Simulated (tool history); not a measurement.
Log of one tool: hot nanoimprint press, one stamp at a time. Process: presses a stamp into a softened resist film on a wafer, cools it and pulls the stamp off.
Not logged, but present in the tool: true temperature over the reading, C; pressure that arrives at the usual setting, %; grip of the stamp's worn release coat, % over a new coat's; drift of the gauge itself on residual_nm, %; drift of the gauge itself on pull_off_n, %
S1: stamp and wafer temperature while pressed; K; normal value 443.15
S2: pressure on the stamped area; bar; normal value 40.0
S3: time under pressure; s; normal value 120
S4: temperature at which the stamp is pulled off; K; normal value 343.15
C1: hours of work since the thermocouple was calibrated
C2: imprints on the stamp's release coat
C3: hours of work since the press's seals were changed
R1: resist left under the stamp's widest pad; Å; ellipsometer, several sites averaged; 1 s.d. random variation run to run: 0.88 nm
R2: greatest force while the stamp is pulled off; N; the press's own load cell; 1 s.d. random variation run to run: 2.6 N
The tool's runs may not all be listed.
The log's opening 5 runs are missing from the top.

Run 6, hour 41.7: usual settings but S3 185 s; C1 17; C2 771; C3 54. Result: R1 1194 Å, R2 122 N.
Run 7, hour 54.2: usual settings but S2 49.9 bar; C1 22; C2 807; C3 59. Result: R1 1257 Å, R2 119 N.
Run 8, hour 62.4: usual settings but S3 88 s; C1 25; C2 832; C3 62. Result: R1 1519 Å, R2 116 N.
Run 9, hour 72.9: usual settings but S3 88 s; C1 30; C2 862; C3 67. Result: R1 1538 Å, R2 111 N.
Run 10, hour 85.4: usual settings but S3 88 s; C1 35; C2 899; C3 72. Result: R1 1536 Å, R2 122 N.
Run 11, hour 95.5: usual settings but S3 88 s, S4 339.15 K; C1 39; C2 929; C3 76. Result: R1 1529 Å, R2 131 N.
Run 12, hour 101.5: usual settings; C1 41; C2 947; C3 78. Result: R1 1408 Å, R2 119 N.
Run 13, hour 114.0: usual settings but S3 221 s; C1 46; C2 983; C3 83. Result: R1 1120 Å, R2 121 N.
Run 14, hour 126.2: usual settings but S3 83 s; C1 51; C2 1020; C3 88. Result: R1 1535 Å, R2 119 N.
Run 15, hour 135.4: usual settings but S3 181 s; C1 55; C2 1047; C3 92. Result: R1 1211 Å, R2 120 N.
Run 16, hour 147.8: usual settings but S1 433.15 K, S4 347.15 K; C1 60; C2 1083; C3 97. Result: R1 1982 Å, R2 109 N.
Run 17, hour 159.6: usual settings but S1 433.15 K, S4 347.15 K; C1 65; C2 1118; C3 102. Result: R1 1975 Å, R2 106 N.
Run 18, hour 166.1: usual settings but S1 450.15 K, S4 347.15 K; C1 68; C2 1137; C3 105. Result: R1 1015 Å, R2 108 N.
At hour 174.9: stamp cleaned and given a new release coat.
Run 19, hour 183.8: usual settings but S1 450.15 K, S4 347.15 K; C1 73; C2 27; C3 109. Result: R1 1019 Å, R2 109 N.
Run 20, hour 191.0: usual settings but S1 450.15 K, S4 347.15 K; C1 75; C2 48; C3 112. Result: R1 1009 Å, R2 106 N.
Run 21, hour 201.4: usual settings but S1 445.15 K, S2 54.9 bar, S3 92 s, S4 347.15 K; C1 80; C2 78; C3 116. Result: R1 1200 Å, R2 104 N.
Run 22, hour 212.3: usual settings but S1 445.15 K, S2 54.9 bar, S3 92 s, S4 347.15 K; C1 84; C2 111; C3 121. Result: R1 1208 Å, R2 107 N.
Run 23, hour 222.5: usual settings but S1 442.15 K, S2 32.8 bar, S3 70 s, S4 350.15 K; C1 88; C2 141; C3 125. Result: R1 1800 Å, R2 97 N.
Run 24, hour 231.2: usual settings but S1 442.15 K, S2 33.7 bar; C1 92; C2 166; C3 129. Result: R1 1543 Å, R2 116 N.
Run 25, hour 242.7: usual settings but S1 448.15 K, S2 52.7 bar, S3 215 s, S4 333.15 K; C1 97; C2 200; C3 133. Result: R1 773 Å, R2 144 N.
Run 26, hour 249.2: usual settings but S1 448.15 K, S2 52.7 bar, S3 215 s, S4 333.15 K; C1 99; C2 219; C3 136. Result: R1 776 Å, R2 147 N.
Run 27, hour 261.3: usual settings but S1 448.15 K, S2 52.7 bar, S3 215 s, S4 333.15 K; C1 104; C2 255; C3 141. Result: R1 761 Å, R2 145 N.
Run 28, hour 273.1: usual settings but S1 452.15 K, S2 29.0 bar, S3 215 s, S4 335.15 K; C1 109; C2 290; C3 146. Result: R1 865 Å, R2 143 N.
Run 29, hour 285.4: usual settings but S1 452.15 K, S2 29.0 bar, S3 215 s, S4 335.15 K; C1 114; C2 326; C3 151. Result: R1 867 Å, R2 137 N.

What does the tool deliver on the next run?
Run 30, hour 299.2: usual settings but S1 444.15 K, S2 25.5 bar, S3 128 s, S4 328.15 K; C1 120; C2 367; C3 156. Result: R1 ?, R2 ?.

Run 30 came out at R1 1580 Å, R2 155 N.
Minus the tool's unlogged condition, the same run would have read R1 1580 Å, R2 154 N.
